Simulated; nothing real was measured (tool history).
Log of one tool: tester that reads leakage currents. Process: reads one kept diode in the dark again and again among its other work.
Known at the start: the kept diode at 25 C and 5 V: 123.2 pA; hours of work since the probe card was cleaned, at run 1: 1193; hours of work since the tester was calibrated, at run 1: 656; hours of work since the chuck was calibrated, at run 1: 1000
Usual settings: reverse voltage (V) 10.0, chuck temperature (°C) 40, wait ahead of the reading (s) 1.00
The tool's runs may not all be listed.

run	hour	reverse voltage (V)	chuck temperature (°C)	wait ahead of the reading (s)	hours of work since the probe card was cleaned	hours of work since the tester was calibrated	hours of work since the chuck was calibrated	current that the tester gives (pA)
1	0.0	10.0	40	1.00	1193	656	1000	576.73
2	108.9	10.0	40	1.00	1258	721	1066	577.27
3	241.9	10.0	40	1.00	1338	801	1145	576.87
4	425.5	3.5	40	1.00	1448	911	1255	318.00
5	525.5	3.5	40	1.00	1508	971	1315	316.92
6	673.6	10.0	56	1.00	1597	1059	1404	1787.48
7	826.2	10.0	56	1.00	1688	1151	1495	1760.63
8	981.8	10.0	40	1.00	1781	1244	1589	567.24
9	1163.5	3.9	40	1.00	1890	1353	1697	333.08
10	1338.7	3.9	40	1.00	1995	1458	1802	330.95
11	1496.5	3.9	40	1.00	2090	1552	1897	330.84
12	1632.2	10.0	40	1.00	2171	1634	1978	562.70
13	1743.9	10.0	40	1.00	2238	1700	2045	560.42
14	1862.4	1.4	40	0.41	2309	1771	2116	184.02
15	1958.8	1.4	22	0.41	2367	1829	2174	44.65
16	2077.7	2.0	22	2.16	2438	1900	2245	54.19
# hour 2119.9: chuck's temperature calibrated
17	2155.7	2.0	22	2.16	2483	1946	21	59.17
18	2301.9	1.6	33	1.07	2571	2034	109	124.33
19	2457.8	1.6	33	1.07	2664	2127	202	124.49
20	2627.1	13.2	21	0.40	2766	2228	304	167.16
21	2734.1	13.2	21	0.40	2830	2292	368	167.22
22	2910.5	15.9	47	6.46	2935	2398	474	1275.83
23	3056.5	4.1	42	1.00	3023	2486	561	413.13
24	3163.2	10.0	40	0.54	3087	2549	625	587.08
25	3250.6	10.0	58	0.38	3139	2602	677	2078.36
26	3417.2	1.5	40	0.73	3239	2702	777	198.79

3 ways to go on from here, each from the tool as it stands after run 26. What would each give?
A	3531.6	1.5	40	5.94	3307	2770	846	?
B	3531.6	1.5	21	0.64	3307	2770	846	?
C	3531.6	10.0	26	1.00	3307	2770	846	?

run	current that the tester gives (pA)
A	198.93
B	45.36
C	203.51
Without the tool's hidden state the same runs would have given:
run	current that the tester gives (pA)
A	204.09
B	45.16
C	198.08

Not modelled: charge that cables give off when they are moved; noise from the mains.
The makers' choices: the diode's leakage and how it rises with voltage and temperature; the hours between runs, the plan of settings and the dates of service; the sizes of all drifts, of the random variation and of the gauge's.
